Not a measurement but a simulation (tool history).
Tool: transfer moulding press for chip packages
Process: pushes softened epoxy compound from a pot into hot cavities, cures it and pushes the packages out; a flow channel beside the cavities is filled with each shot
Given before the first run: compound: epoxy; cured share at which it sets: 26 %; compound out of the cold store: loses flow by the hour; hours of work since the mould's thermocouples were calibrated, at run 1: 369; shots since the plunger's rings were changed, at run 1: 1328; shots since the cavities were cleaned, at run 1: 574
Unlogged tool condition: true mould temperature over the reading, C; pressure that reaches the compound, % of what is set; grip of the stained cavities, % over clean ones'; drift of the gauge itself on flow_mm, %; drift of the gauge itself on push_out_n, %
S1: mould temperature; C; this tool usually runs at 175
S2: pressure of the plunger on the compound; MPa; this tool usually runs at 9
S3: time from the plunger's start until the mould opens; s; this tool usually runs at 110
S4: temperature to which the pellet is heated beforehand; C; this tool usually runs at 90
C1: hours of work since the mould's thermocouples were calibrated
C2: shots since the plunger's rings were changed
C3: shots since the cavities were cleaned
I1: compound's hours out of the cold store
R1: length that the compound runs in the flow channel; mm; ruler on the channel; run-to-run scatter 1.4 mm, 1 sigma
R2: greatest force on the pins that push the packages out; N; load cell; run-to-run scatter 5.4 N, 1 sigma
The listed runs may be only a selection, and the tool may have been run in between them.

run	hour	S1	S2	S3	S4	C1	C2	C3	I1	R1	R2
1	0	175	9	110	90	369	1328	574	28.9	608	345
2	19.9	175	9	110	90	381	1539	785	44.7	544	353
# hour 43.4: cavities cleaned with cleaning compound and waxed
3	43.4	175	9	110	86	395	1771	0	13.1	667	190
4	64.8	175	9	110	86	407	1997	226	43.7	545	270
5	82.9	175	7.19	110	90	418	2189	418	30.1	532	322
6	108.4	175	7.19	110	90	434	2459	688	19.8	567	334
# hour 118.4: plunger's sealing rings changed
7	126.8	175	7.19	110	90	443	88	855	29	554	381
# hour 144.6: cavities cleaned with cleaning compound and waxed
8	149.4	175	7.19	110	90	456	312	51	9.8	625	223
9	174.4	175	7.19	110	90	471	577	316	39.3	514	307
10	188.3	175	9	110	92	479	724	463	47.1	546	329
11	200.5	175	9	110	92	486	853	592	45.1	552	330
12	221	175	9	110	87	499	1070	809	46.1	544	365
# hour 242.2: cavities cleaned with cleaning compound and waxed
13	249.2	175	9	110	87	515	1352	74	12.6	674	219
14	264.1	175	8.55	110	90	523	1509	231	22.7	614	273
15	277.1	167	6.9	110	90	531	1647	369	37.6	517	420
16	304.1	175	9	110	84	547	1933	655	11.2	677	359
17	318	175	9	106	88	556	2080	802	13.3	667	373
# hour 340.2: cavities cleaned with cleaning compound and waxed
18	344	172	9	93	88	570	2339	41	26.6	615	303
# hour 364.8: plunger's sealing rings changed
19	365	171	9.36	91	90	582	3	237	16.9	696	453
# hour 369.5: mould's thermocouples calibrated
20	379.3	175	6.83	135	95	6	132	366	37.6	513	296
21	407.2	180	9.79	143	82	23	427	661	33.8	612	310
22	435	167	9.79	94	82	39	722	956	17.2	718	788
# hour 442.2: cavities cleaned with cleaning compound and waxed
23	461.2	167	9.79	94	82	54	983	201	21.6	694	571
24	476.2	175	10.52	110	90	63	1142	360	21.1	697	309
25	496.7	175	10.52	110	90	75	1359	577	45.1	591	334
# hour 499.9: mould's thermocouples calibrated, once more
26	518.2	175	10.52	110	90	11	1565	783	22.7	678	359
# hour 541.1: cavities cleaned with cleaning compound and waxed
27	545.4	169	7.85	97	90	26	1837	45	44.7	516	316
28	574.8	174	7.85	92	90	44	2148	356	24	579	399

Forecast each of these 3 alternatives for the next run:
A	588.5	177	10.23	111	90	52	2293	501	44.5	?	?
B	588.5	174	7.85	150	90	52	2293	501	21.9	?	?
C	588.5	174	7.85	92	94	52	2293	501	17.8	?	?

run	R1	R2
A	569	321
B	585	307
C	603	439
The same runs, with their run-to-run variation unchanged, on a tool lacking any hidden condition would have given:
run	R1	R2
A	594	180
B	611	167
C	629	246
